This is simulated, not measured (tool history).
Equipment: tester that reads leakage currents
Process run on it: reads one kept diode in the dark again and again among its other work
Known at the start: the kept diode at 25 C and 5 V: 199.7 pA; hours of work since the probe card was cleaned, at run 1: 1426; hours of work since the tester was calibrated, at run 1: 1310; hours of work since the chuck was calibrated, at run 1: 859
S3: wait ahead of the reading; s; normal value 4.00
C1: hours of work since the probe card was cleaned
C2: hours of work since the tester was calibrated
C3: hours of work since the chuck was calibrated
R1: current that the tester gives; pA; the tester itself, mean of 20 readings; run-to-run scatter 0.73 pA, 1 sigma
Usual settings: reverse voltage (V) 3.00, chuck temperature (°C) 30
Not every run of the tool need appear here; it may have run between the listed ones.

{"run": 1, "hour": 0.0, "reverse voltage (V)": 3.0, "chuck temperature (°C)": 30, "S3": 4.0, "C1": 1426, "C2": 1310, "C3": 859, "R1": 225.92}
{"run": 2, "hour": 44.7, "reverse voltage (V)": 3.0, "chuck temperature (°C)": 30, "S3": 6.71, "C1": 1454, "C2": 1338, "C3": 887, "R1": 224.4}
{"run": 3, "hour": 118.4, "reverse voltage (V)": 3.0, "chuck temperature (°C)": 30, "S3": 6.71, "C1": 1502, "C2": 1386, "C3": 935, "R1": 221.62}
{"run": 4, "hour": 191.0, "reverse voltage (V)": 3.0, "chuck temperature (°C)": 30, "S3": 4.86, "C1": 1548, "C2": 1432, "C3": 981, "R1": 222.39}
{"run": 5, "hour": 268.8, "reverse voltage (V)": 3.0, "chuck temperature (°C)": 24, "S3": 4.86, "C1": 1598, "C2": 1482, "C3": 1031, "R1": 136.44}
{"run": 6, "hour": 338.9, "reverse voltage (V)": 3.0, "chuck temperature (°C)": 24, "S3": 4.65, "C1": 1643, "C2": 1527, "C3": 1076, "R1": 135.02}
{"run": 7, "hour": 433.1, "reverse voltage (V)": 3.0, "chuck temperature (°C)": 30, "S3": 4.0, "C1": 1703, "C2": 1587, "C3": 1136, "R1": 217.9}
{"run": 8, "hour": 484.1, "reverse voltage (V)": 3.0, "chuck temperature (°C)": 22, "S3": 4.0, "C1": 1736, "C2": 1620, "C3": 1169, "R1": 113.47}
{"run": 9, "hour": 593.2, "reverse voltage (V)": 3.0, "chuck temperature (°C)": 48, "S3": 4.0, "C1": 1805, "C2": 1690, "C3": 1239, "R1": 851.23}
{"hour": 603.3, "done": "probe card cleaned and baked"}
{"run": 10, "hour": 665.8, "reverse voltage (V)": 3.0, "chuck temperature (°C)": 32, "S3": 4.0, "C1": 40, "C2": 1734, "C3": 1283, "R1": 251.8}
{"run": 11, "hour": 754.2, "reverse voltage (V)": 3.0, "chuck temperature (°C)": 32, "S3": 4.0, "C1": 97, "C2": 1791, "C3": 1340, "R1": 253.13}
{"run": 12, "hour": 811.5, "reverse voltage (V)": 3.0, "chuck temperature (°C)": 25, "S3": 4.0, "C1": 133, "C2": 1827, "C3": 1376, "R1": 143.74}
{"run": 13, "hour": 864.5, "reverse voltage (V)": 1.46, "chuck temperature (°C)": 32, "S3": 4.17, "C1": 167, "C2": 1861, "C3": 1410, "R1": 183.87}
{"hour": 952.3, "done": "probe card cleaned and baked, once more"}
{"hour": 954.3, "done": "chuck's temperature calibrated"}
{"run": 14, "hour": 969.4, "reverse voltage (V)": 1.46, "chuck temperature (°C)": 32, "S3": 4.17, "C1": 10, "C2": 1925, "C3": 10, "R1": 213.33}
{"run": 15, "hour": 1035.8, "reverse voltage (V)": 1.46, "chuck temperature (°C)": 32, "S3": 4.17, "C1": 52, "C2": 1968, "C3": 52, "R1": 210.71}
{"run": 16, "hour": 1083.9, "reverse voltage (V)": 1.46, "chuck temperature (°C)": 32, "S3": 4.17, "C1": 83, "C2": 1999, "C3": 83, "R1": 211.1}
{"run": 17, "hour": 1129.3, "reverse voltage (V)": 8.68, "chuck temperature (°C)": 21, "S3": 9.67, "C1": 112, "C2": 2028, "C3": 112, "R1": 178.9}
{"run": 18, "hour": 1214.4, "reverse voltage (V)": 6.0, "chuck temperature (°C)": 25, "S3": 4.65, "C1": 166, "C2": 2082, "C3": 166, "R1": 213.82}
{"run": 19, "hour": 1273.4, "reverse voltage (V)": 1.17, "chuck temperature (°C)": 30, "S3": 2.88, "C1": 204, "C2": 2120, "C3": 204, "R1": 161.06}
{"run": 20, "hour": 1321.0, "reverse voltage (V)": 3.0, "chuck temperature (°C)": 35, "S3": 0.35, "C1": 235, "C2": 2150, "C3": 235, "R1": 353.69}
{"run": 21, "hour": 1375.3, "reverse voltage (V)": 3.0, "chuck temperature (°C)": 21, "S3": 0.35, "C1": 269, "C2": 2185, "C3": 269, "R1": 115.16}
{"run": 22, "hour": 1442.7, "reverse voltage (V)": 2.21, "chuck temperature (°C)": 21, "S3": 0.35, "C1": 313, "C2": 2228, "C3": 313, "R1": 100.09}

Consider 5 possible next runs. They are alternatives, not a sequence: every one starts from the tool as it was left by run 22. What does each give?
{"run": "A", "hour": 1533.8, "reverse voltage (V)": 2.21, "chuck temperature (°C)": 21, "S3": 3.14, "C1": 371, "C2": 2287, "C3": 371, "R1": "?"}
{"run": "B", "hour": 1533.8, "reverse voltage (V)": 3.93, "chuck temperature (°C)": 30, "S3": 4.0, "C1": 371, "C2": 2287, "C3": 371, "R1": "?"}
{"run": "C", "hour": 1533.8, "reverse voltage (V)": 1.29, "chuck temperature (°C)": 45, "S3": 0.69, "C1": 371, "C2": 2287, "C3": 371, "R1": "?"}
{"run": "D", "hour": 1533.8, "reverse voltage (V)": 4.35, "chuck temperature (°C)": 27, "S3": 3.4, "C1": 371, "C2": 2287, "C3": 371, "R1": "?"}
{"run": "E", "hour": 1533.8, "reverse voltage (V)": 6.8, "chuck temperature (°C)": 30, "S3": 0.61, "C1": 371, "C2": 2287, "C3": 371, "R1": "?"}

run=A R1=98.27
run=B R1=262.43
run=C R1=520.98
run=D R1=216.03
run=E R1=335.13
With no hidden state in the tool, these same runs would have given:
run=A R1=101.95
run=B R1=271.90
run=C R1=538.83
run=D R1=223.74
run=E R1=346.52
